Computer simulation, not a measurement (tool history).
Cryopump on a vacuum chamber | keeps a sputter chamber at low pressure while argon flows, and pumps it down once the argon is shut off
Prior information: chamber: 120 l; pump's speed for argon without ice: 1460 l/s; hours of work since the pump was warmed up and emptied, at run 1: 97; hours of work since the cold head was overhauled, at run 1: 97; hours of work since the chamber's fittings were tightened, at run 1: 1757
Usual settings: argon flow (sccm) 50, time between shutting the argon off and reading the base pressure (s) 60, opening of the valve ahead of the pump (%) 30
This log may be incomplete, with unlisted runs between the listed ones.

| run | hour | argon flow (sccm) | time between shutting the argon off and reading the base pressure (s) | opening of the valve ahead of the pump (%) | hours of work since the pump was warmed up and emptied | hours of work since the cold head was overhauled | hours of work since the chamber's fittings were tightened | pressure while argon flows (Pa) | pressure after the wait (uPa) |
|---|---|---|---|---|---|---|---|---|---|
| 1 | 0.0 | 50 | 60 | 30 | 97 | 97 | 1757 | 0.1947 | 2.17 |
| 2 | 11.1 | 50 | 20 | 30 | 104 | 104 | 1764 | 0.1958 | 3.10 |
| 3 | 26.5 | 50 | 20 | 30 | 114 | 114 | 1774 | 0.1959 | 2.96 |
| 4 | 44.2 | 50 | 20 | 30 | 126 | 126 | 1785 | 0.1943 | 2.94 |
| 5 | 55.9 | 50 | 20 | 30 | 133 | 133 | 1793 | 0.1958 | 3.08 |
| 6 | 75.2 | 50 | 20 | 58 | 146 | 146 | 1805 | 0.1011 | 3.01 |
| 7 | 87.6 | 50 | 20 | 58 | 154 | 154 | 1813 | 0.1019 | 3.13 |
| 8 | 101.2 | 50 | 20 | 58 | 163 | 163 | 1822 | 0.1020 | 3.03 |
| 9 | 116.0 | 50 | 20 | 58 | 172 | 172 | 1832 | 0.1020 | 3.07 |
| 10 | 124.0 | 52 | 20 | 58 | 177 | 177 | 1837 | 0.1065 | 3.04 |
| 11 | 141.7 | 52 | 20 | 58 | 189 | 189 | 1848 | 0.1065 | 3.03 |
| 12 | 154.0 | 50 | 60 | 24 | 197 | 197 | 1856 | 0.2434 | 2.27 |
| 13 | 164.0 | 50 | 60 | 24 | 203 | 203 | 1863 | 0.2433 | 2.31 |
| 14 | 176.8 | 50 | 60 | 30 | 211 | 211 | 1871 | 0.1944 | 2.30 |
| 15 | 188.8 | 58 | 60 | 30 | 219 | 219 | 1879 | 0.2261 | 2.31 |
| 16 | 202.4 | 58 | 54 | 30 | 228 | 228 | 1887 | 0.2269 | 2.42 |
| 17 | 217.9 | 58 | 54 | 30 | 238 | 238 | 1897 | 0.2268 | 2.43 |
| 18 | 234.5 | 71 | 60 | 21 | 248 | 248 | 1908 | 0.3972 | 2.30 |
| 19 | 244.7 | 89 | 22 | 30 | 255 | 255 | 1915 | 0.3489 | 3.11 |
| 20 | 262.9 | 88 | 243 | 28 | 267 | 267 | 1926 | 0.3690 | 2.06 |
| 21 | 272.8 | 41 | 36 | 39 | 273 | 273 | 1933 | 0.1244 | 2.70 |
|  | 284.5 | leaking fittings of the chamber tightened, without venting |
| 22 | 288.4 | 26 | 60 | 35 | 282 | 282 | 3 | 0.0878 | 0.64 |

For run 23, what comes out?
| 23 | 298.4 | 50 | 35 | 30 | 288 | 288 | 9 | ? | ? |

For run 23 the tool returned pressure while argon flows (Pa) 0.1978, pressure after the wait (uPa) 0.93.
The same run, on a tool lacking any hidden state, would have yielded pressure while argon flows (Pa) 0.1945, pressure after the wait (uPa) 0.91.
